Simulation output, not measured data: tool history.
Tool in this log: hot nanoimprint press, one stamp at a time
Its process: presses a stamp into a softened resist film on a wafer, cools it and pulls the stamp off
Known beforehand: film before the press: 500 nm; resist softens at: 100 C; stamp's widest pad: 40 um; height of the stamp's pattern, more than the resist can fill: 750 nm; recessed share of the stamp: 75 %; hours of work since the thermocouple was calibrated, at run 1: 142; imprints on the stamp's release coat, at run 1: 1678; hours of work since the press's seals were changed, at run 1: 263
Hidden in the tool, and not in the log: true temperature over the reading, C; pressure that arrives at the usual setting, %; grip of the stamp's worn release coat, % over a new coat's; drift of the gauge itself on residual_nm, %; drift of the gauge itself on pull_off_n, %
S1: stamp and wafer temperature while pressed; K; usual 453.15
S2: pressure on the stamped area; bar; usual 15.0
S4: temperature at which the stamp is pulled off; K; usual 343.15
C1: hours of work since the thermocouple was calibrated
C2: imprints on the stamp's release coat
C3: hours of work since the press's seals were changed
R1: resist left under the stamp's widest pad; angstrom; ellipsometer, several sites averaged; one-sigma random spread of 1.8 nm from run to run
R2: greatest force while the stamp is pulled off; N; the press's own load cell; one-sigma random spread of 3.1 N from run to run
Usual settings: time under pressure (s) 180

{"run": 1, "day": 0.0, "S1": 453.15, "S2": 15.0, "time under pressure (s)": 180, "S4": 343.15, "C1": 142, "C2": 1678, "C3": 263, "R1": 2964, "R2": 186}
{"run": 2, "day": 0.4, "S1": 453.15, "S2": 15.0, "time under pressure (s)": 180, "S4": 343.15, "C1": 147, "C2": 1702, "C3": 267, "R1": 2958, "R2": 180}
{"day": 0.95, "done": "stamp cleaned and given a new release coat"}
{"run": 3, "day": 1.333, "S1": 453.15, "S2": 15.0, "time under pressure (s)": 246, "S4": 343.15, "C1": 155, "C2": 23, "C3": 276, "R1": 2713, "R2": 149}
{"run": 4, "day": 2.0, "S1": 453.15, "S2": 15.0, "time under pressure (s)": 246, "S4": 343.15, "C1": 163, "C2": 62, "C3": 284, "R1": 2704, "R2": 149}
{"run": 5, "day": 2.429, "S1": 454.15, "S2": 15.0, "time under pressure (s)": 180, "S4": 343.15, "C1": 168, "C2": 87, "C3": 289, "R1": 2913, "R2": 149}
{"run": 6, "day": 2.983, "S1": 454.15, "S2": 15.0, "time under pressure (s)": 180, "S4": 343.15, "C1": 175, "C2": 119, "C3": 295, "R1": 2889, "R2": 147}
{"run": 7, "day": 3.458, "S1": 454.15, "S2": 15.0, "time under pressure (s)": 180, "S4": 343.15, "C1": 181, "C2": 147, "C3": 301, "R1": 2899, "R2": 154}
{"run": 8, "day": 4.017, "S1": 454.15, "S2": 15.0, "time under pressure (s)": 180, "S4": 343.15, "C1": 188, "C2": 180, "C3": 308, "R1": 2931, "R2": 153}
{"run": 9, "day": 4.658, "S1": 454.15, "S2": 15.0, "time under pressure (s)": 180, "S4": 343.15, "C1": 195, "C2": 217, "C3": 316, "R1": 2909, "R2": 149}
{"run": 10, "day": 5.038, "S1": 453.15, "S2": 20.0, "time under pressure (s)": 180, "S4": 343.15, "C1": 200, "C2": 240, "C3": 320, "R1": 2615, "R2": 150}
{"run": 11, "day": 5.804, "S1": 453.15, "S2": 20.0, "time under pressure (s)": 180, "S4": 343.15, "C1": 209, "C2": 284, "C3": 329, "R1": 2635, "R2": 153}
{"run": 12, "day": 6.638, "S1": 453.15, "S2": 20.0, "time under pressure (s)": 180, "S4": 343.15, "C1": 219, "C2": 333, "C3": 339, "R1": 2597, "R2": 160}
{"run": 13, "day": 7.25, "S1": 453.15, "S2": 20.0, "time under pressure (s)": 180, "S4": 343.15, "C1": 227, "C2": 369, "C3": 347, "R1": 2631, "R2": 152}
{"run": 14, "day": 7.833, "S1": 453.15, "S2": 20.0, "time under pressure (s)": 176, "S4": 343.15, "C1": 234, "C2": 403, "C3": 354, "R1": 2664, "R2": 159}
{"run": 15, "day": 8.208, "S1": 447.15, "S2": 15.0, "time under pressure (s)": 180, "S4": 343.15, "C1": 238, "C2": 425, "C3": 358, "R1": 3514, "R2": 150}
{"run": 16, "day": 8.675, "S1": 447.15, "S2": 15.0, "time under pressure (s)": 180, "S4": 343.15, "C1": 244, "C2": 452, "C3": 364, "R1": 3536, "R2": 159}
{"run": 17, "day": 9.262, "S1": 447.15, "S2": 15.0, "time under pressure (s)": 180, "S4": 343.15, "C1": 251, "C2": 486, "C3": 371, "R1": 3506, "R2": 155}
{"run": 18, "day": 10.142, "S1": 463.15, "S2": 11.2, "time under pressure (s)": 305, "S4": 343.15, "C1": 261, "C2": 538, "C3": 382, "R1": 2142, "R2": 162}
{"run": 19, "day": 10.871, "S1": 463.15, "S2": 11.2, "time under pressure (s)": 305, "S4": 343.15, "C1": 270, "C2": 581, "C3": 390, "R1": 2135, "R2": 158}
{"run": 20, "day": 11.567, "S1": 463.15, "S2": 11.2, "time under pressure (s)": 305, "S4": 349.15, "C1": 279, "C2": 621, "C3": 399, "R1": 2131, "R2": 149}
{"run": 21, "day": 12.433, "S1": 454.15, "S2": 16.1, "time under pressure (s)": 180, "S4": 343.15, "C1": 289, "C2": 672, "C3": 409, "R1": 2819, "R2": 162}
{"run": 22, "day": 13.071, "S1": 454.15, "S2": 22.6, "time under pressure (s)": 180, "S4": 348.15, "C1": 297, "C2": 709, "C3": 417, "R1": 2442, "R2": 140}
{"run": 23, "day": 13.896, "S1": 454.15, "S2": 22.6, "time under pressure (s)": 180, "S4": 348.15, "C1": 307, "C2": 757, "C3": 427, "R1": 2446, "R2": 150}
{"run": 24, "day": 14.717, "S1": 454.15, "S2": 22.6, "time under pressure (s)": 215, "S4": 334.15, "C1": 316, "C2": 806, "C3": 437, "R1": 2319, "R2": 195}
{"run": 25, "day": 15.092, "S1": 453.15, "S2": 15.0, "time under pressure (s)": 180, "S4": 349.15, "C1": 321, "C2": 827, "C3": 441, "R1": 3020, "R2": 146}
{"run": 26, "day": 15.825, "S1": 455.15, "S2": 21.4, "time under pressure (s)": 180, "S4": 343.15, "C1": 330, "C2": 870, "C3": 450, "R1": 2425, "R2": 167}
{"run": 27, "day": 16.675, "S1": 455.15, "S2": 21.4, "time under pressure (s)": 180, "S4": 343.15, "C1": 340, "C2": 920, "C3": 460, "R1": 2425, "R2": 169}
{"run": 28, "day": 17.204, "S1": 453.15, "S2": 11.0, "time under pressure (s)": 221, "S4": 343.15, "C1": 346, "C2": 951, "C3": 467, "R1": 3234, "R2": 165}
{"run": 29, "day": 17.679, "S1": 462.15, "S2": 10.3, "time under pressure (s)": 117, "S4": 333.15, "C1": 352, "C2": 979, "C3": 472, "R1": 3145, "R2": 206}
{"run": 30, "day": 18.112, "S1": 462.15, "S2": 10.3, "time under pressure (s)": 117, "S4": 333.15, "C1": 357, "C2": 1004, "C3": 478, "R1": 3159, "R2": 195}
{"run": 31, "day": 18.492, "S1": 462.15, "S2": 10.3, "time under pressure (s)": 117, "S4": 333.15, "C1": 362, "C2": 1026, "C3": 482, "R1": 3138, "R2": 199}

Below are 3 alternative next runs, each starting from the tool's condition after run 31. Predict each:
{"run": "A", "day": 18.929, "S1": 443.15, "S2": 10.3, "time under pressure (s)": 117, "S4": 333.15, "C1": 367, "C2": 1052, "C3": 487, "R1": "?", "R2": "?"}
{"run": "B", "day": 18.929, "S1": 449.15, "S2": 9.3, "time under pressure (s)": 123, "S4": 333.15, "C1": 367, "C2": 1052, "C3": 487, "R1": "?", "R2": "?"}
{"run": "C", "day": 18.929, "S1": 460.15, "S2": 15.0, "time under pressure (s)": 344, "S4": 349.15, "C1": 367, "C2": 1052, "C3": 487, "R1": "?", "R2": "?"}

run=A R1=4454 R2=202
run=B R1=4170 R2=203
run=C R1=1944 R2=146
Take away the tool's hidden state, keep each run's random variation, and the runs would have read:
run=A R1=4386 R2=172
run=B R1=4085 R2=173
run=C R1=1848 R2=124

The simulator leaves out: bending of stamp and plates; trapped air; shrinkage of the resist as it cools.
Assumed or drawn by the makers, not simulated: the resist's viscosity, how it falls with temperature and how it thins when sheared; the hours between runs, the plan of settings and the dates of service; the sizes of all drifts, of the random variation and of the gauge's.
